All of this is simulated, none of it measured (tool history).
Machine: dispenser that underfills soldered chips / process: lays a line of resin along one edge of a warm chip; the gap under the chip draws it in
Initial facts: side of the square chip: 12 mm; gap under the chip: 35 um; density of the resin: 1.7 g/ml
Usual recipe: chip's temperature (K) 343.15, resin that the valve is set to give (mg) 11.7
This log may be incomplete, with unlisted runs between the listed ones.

run   hour  chip's temperature (K)  resin that the valve is set to give (mg)  time until the resin shows at the far edge (s)  resin that the valve gave (mg)
  1    0.0                  343.15                                      11.7                                           460.5                           11.22
  2    5.6                  343.15                                      11.7                                           605.0                           11.25
       9.7  -- new syringe of resin
  3   14.2                  343.15                                      11.7                                           463.9                           11.28
  4   22.0                  343.15                                      11.7                                           683.3                           11.27
      23.4  -- new syringe of resin
  5   28.7                  343.15                                      11.7                                           487.5                           11.18
      37.0  -- new syringe of resin
  6   37.2                  341.15                                      11.7                                           407.2                           11.13
  7   45.2                  350.15                                      11.7                                           434.9                           11.16
      50.6  -- new syringe of resin
  8   50.6                  350.15                                      11.7                                           302.6                           11.14
  9   57.7                  343.15                                      11.7                                           526.6                           11.04
      64.2  -- new syringe of resin
 10   66.0                  343.15                                      11.7                                           417.6                           11.17
      72.9  -- dispensing valve cleaned and set on the balance
 11   73.7                  343.15                                      11.7                                           562.6                           11.67
      78.9  -- new syringe of resin
 12   81.3                  356.15                                      11.7                                           276.9                           11.66
 13   87.0                  354.15                                      11.7                                           391.6                           11.67
      92.7  -- new syringe of resin
 14   95.0                  354.15                                      11.7                                           298.0                           11.67
 15  102.6                  337.15                                      11.7                                           734.6                           11.59
     106.4  -- new syringe of resin
 16  109.5                  343.15                                      11.4                                           436.3                           11.27
 17  114.5                  343.15                                      11.7                                           558.2                           11.60
     120.4  -- new syringe of resin
 18  121.6                  343.15                                      10.1                                           424.1                           10.01
 19  129.7                  334.15                                      10.1                                           828.4                           10.03
     134.2  -- new syringe of resin
 20  134.8                  355.15                                      14.7                                           259.2                           14.44
 21  142.0                  355.15                                      13.8                                           361.0                           13.60
 22  145.7                  330.15                                      10.7                                          1077.7                           10.49
     147.9  -- new syringe of resin
 23  149.8                  330.15                                      10.7                                           675.6                           10.52
 24  155.1                  353.15                                      11.7                                           378.9                           11.37
 25  158.6                  342.15                                      11.7                                           642.7                           11.43
     161.4  -- new syringe of resin
 26  167.2                  342.15                                      11.1                                           524.8                           10.81
     175.3  -- new syringe of resin
 27  175.3                  330.15                                      11.1                                           614.1                           10.73
 28  180.8                  343.15                                      10.0                                           533.1                            9.68
 29  185.0                  345.15                                      11.7                                           558.2                           11.31
     189.0  -- new syringe of resin
 30  189.0                  333.15                                      14.1                                           520.3                           13.68
 31  196.0                  336.15                                      11.2                                           678.3                           10.79
 32  200.0                  339.15                                      13.6                                           699.4                           13.06
     202.5  -- new syringe of resin
 33  206.1                  335.15                                      10.1                                           638.6                            9.70
 34  210.8                  353.15                                      10.2                                           419.2                            9.84
     216.6  -- new syringe of resin
 35  219.6                  333.15                                      12.0                                           640.6                           11.51
 36  227.4                  333.15                                      12.0                                           901.3                           11.49
     230.4  -- new syringe of resin
 37  235.9                  351.15                                      14.7                                           358.3                           14.05

Each row is a separate what-if for the run after 37, all from the same tool condition, not one after another. Results?
  A  241.2                  338.15                                      11.2                                               ?                               ?
  B  241.2                  329.15                                      11.0                                               ?                               ?
  C  241.2                  332.15                                      13.3                                               ?                               ?

run  time until the resin shows at the far edge (s)  resin that the valve gave (mg)
  A                                           776.1                           10.69
  B                                          1076.5                           10.43
  C                                           905.8                           12.64
Without the tool's unlogged condition, the same runs would have read:
run  time until the resin shows at the far edge (s)  resin that the valve gave (mg)
  A                                           451.4                           11.23
  B                                           624.0                           10.96
  C                                           530.6                           13.28

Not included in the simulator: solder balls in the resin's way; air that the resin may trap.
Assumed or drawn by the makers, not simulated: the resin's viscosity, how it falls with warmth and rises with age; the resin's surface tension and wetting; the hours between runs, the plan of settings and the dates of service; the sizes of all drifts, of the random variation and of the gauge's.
